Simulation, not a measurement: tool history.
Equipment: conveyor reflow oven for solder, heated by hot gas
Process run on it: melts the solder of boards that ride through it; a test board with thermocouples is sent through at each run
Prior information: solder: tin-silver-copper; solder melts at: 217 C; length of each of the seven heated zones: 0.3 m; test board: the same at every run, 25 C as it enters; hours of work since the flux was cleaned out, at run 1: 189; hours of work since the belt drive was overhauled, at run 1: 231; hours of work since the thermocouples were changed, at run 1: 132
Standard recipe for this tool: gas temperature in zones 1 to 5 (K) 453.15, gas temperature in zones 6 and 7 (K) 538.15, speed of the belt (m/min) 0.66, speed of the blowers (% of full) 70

run,hour,gas temperature in zones 1 to 5 (K),gas temperature in zones 6 and 7 (K),speed of the belt (m/min),speed of the blowers (% of full),hours of work since the flux was cleaned out,hours of work since the belt drive was overhauled,hours of work since the thermocouples were changed,highest temperature of the board (K),time above the solder's melting point (s)
1,0,453.15,538.15,0.66,70,189,231,132,518.56,37.41
2,13.6,453.15,538.15,0.66,70,198,241,142,518.55,37.34
3,29.6,453.15,538.15,0.66,70,209,252,153,518.53,37.38
4,47.8,453.15,538.15,0.66,52,222,265,166,511.15,29.82
5,59,453.15,538.15,0.66,70,230,273,174,518.35,37.17
6,76.9,453.15,538.15,0.66,70,243,286,186,518.25,37.25
7,89.9,453.15,538.15,0.66,70,252,295,195,518.18,37.02
8,103,453.15,538.15,0.66,70,261,304,205,518,37.13
9,117.7,453.15,538.15,0.66,70,272,314,215,518.02,37.04
10,126.6,453.15,538.15,0.66,70,278,320,221,518.08,36.93
11,143.3,453.15,538.15,0.66,70,290,332,233,517.87,37.07
12,152.6,453.15,538.15,0.66,70,296,339,240,517.88,37.05
13,168.5,453.15,538.15,0.66,70,307,350,251,517.94,36.72
# hour 174.7: flux residue cleaned out of gas plates and filters
14,183,453.15,538.15,0.66,70,6,357,257,520.13,38.86
15,200.8,453.15,538.15,0.66,70,18,369,270,520.2,38.75
16,210,453.15,538.15,0.66,70,25,376,276,519.85,38.76
17,229.1,447.15,538.15,0.66,52,38,389,290,510.75,28.5
18,243.3,465.15,543.15,0.711,57,48,399,300,518.91,37.3
19,252.8,465.15,543.15,0.711,57,55,406,307,519.12,37.24
20,269.6,455.15,531.15,0.59,73,67,418,318,518.58,44.35
21,283.9,455.15,545.15,0.59,73,77,428,328,530.56,51.03
22,303.3,453.15,543.15,0.644,70,91,441,342,524.82,42.52
23,312,463.15,526.15,0.714,64,97,448,348,508.04,29.09
24,325.3,452.15,533.15,0.766,60,106,457,358,505.72,20.95
25,339.7,452.15,533.15,0.766,60,116,467,368,505.77,20.94
26,355.4,452.15,533.15,0.766,60,127,478,379,505.76,20.98
27,372.8,451.15,529.15,0.615,59,140,490,391,510.38,32.71
28,389.9,451.15,529.15,0.615,59,152,502,403,510.19,32.81
29,406.7,453.15,544.15,0.604,70,163,514,415,527.33,47.2
30,419.1,438.15,544.15,0.604,81,172,523,424,527.83,43.88

Here are 5 independent what-if runs from the current tool condition. What would each one return?
A,437.1,444.15,542.15,0.604,58,185,536,436,?,?
B,437.1,453.15,548.15,0.66,70,185,536,436,?,?
C,437.1,453.15,530.15,0.55,69,185,536,436,?,?
D,437.1,450.15,535.15,0.604,72,185,536,436,?,?
E,437.1,453.15,538.15,0.66,52,185,536,436,?,?

run,highest temperature of the board (K),time above the solder's melting point (s)
A,519.33,38.52
B,527.43,42.67
C,517.93,46.36
D,519.67,41.84
E,512.08,30.69
With the hidden condition removed and each run's random variation left untouched, the same runs would have given:
run,highest temperature of the board (K),time above the solder's melting point (s)
A,519.77,38.8
B,528.09,42.9
C,518.12,46.54
D,520.1,42.15
E,512.45,31.05
